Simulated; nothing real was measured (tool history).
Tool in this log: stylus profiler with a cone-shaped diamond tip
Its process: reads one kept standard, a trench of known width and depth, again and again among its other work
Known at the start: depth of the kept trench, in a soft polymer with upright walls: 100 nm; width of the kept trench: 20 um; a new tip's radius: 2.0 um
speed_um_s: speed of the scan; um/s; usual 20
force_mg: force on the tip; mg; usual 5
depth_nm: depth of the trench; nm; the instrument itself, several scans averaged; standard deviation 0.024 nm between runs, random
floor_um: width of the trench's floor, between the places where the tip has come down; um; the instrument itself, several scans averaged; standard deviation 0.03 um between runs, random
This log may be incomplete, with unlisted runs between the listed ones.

| run | hour | speed_um_s | force_mg | depth_nm | floor_um |
|---|---|---|---|---|---|
| 1 | 0 | 20 | 5 | 101.4 | 18.63 |
| 2 | 20.6 | 20 | 5 | 101.4 | 18.64 |
| 3 | 33.6 | 20 | 5 | 101.4 | 18.61 |
| 4 | 55 | 20 | 5 | 101.41 | 18.55 |
| 5 | 78.6 | 20 | 5 | 101.41 | 18.6 |
| 6 | 93.8 | 20 | 5 | 101.42 | 18.52 |
| 7 | 109.7 | 20 | 5 | 101.44 | 18.5 |
| 8 | 128.1 | 20 | 5 | 101.41 | 18.56 |
| 9 | 148.9 | 5 | 3.01 | 101.04 | 18.54 |
| 10 | 170.2 | 16 | 8.82 | 101.95 | 18.54 |
| 11 | 182.6 | 16 | 8.82 | 102.02 | 18.52 |
| 12 | 199 | 8 | 3.25 | 101.07 | 18.54 |
| 13 | 211.8 | 8 | 3.25 | 101.06 | 18.53 |
| 14 | 232 | 10 | 3.02 | 101.03 | 18.56 |

3 ways to go on from here, each from the tool as it stands after run 14. What would each give?
| A | 246.2 | 23 | 3.51 | ? | ? |
| B | 246.2 | 14 | 13.31 | ? | ? |
| C | 246.2 | 10 | 14.36 | ? | ? |

| run | depth_nm | floor_um |
|---|---|---|
| A | 101.18 | 18.48 |
| B | 102.67 | 18.47 |
| C | 102.86 | 18.54 |
Stripped of hidden state, with their random variation kept, the same runs would have yielded:
| run | depth_nm | floor_um |
|---|---|---|
| A | 101.11 | 18.73 |
| B | 102.6 | 18.72 |
| C | 102.78 | 18.79 |

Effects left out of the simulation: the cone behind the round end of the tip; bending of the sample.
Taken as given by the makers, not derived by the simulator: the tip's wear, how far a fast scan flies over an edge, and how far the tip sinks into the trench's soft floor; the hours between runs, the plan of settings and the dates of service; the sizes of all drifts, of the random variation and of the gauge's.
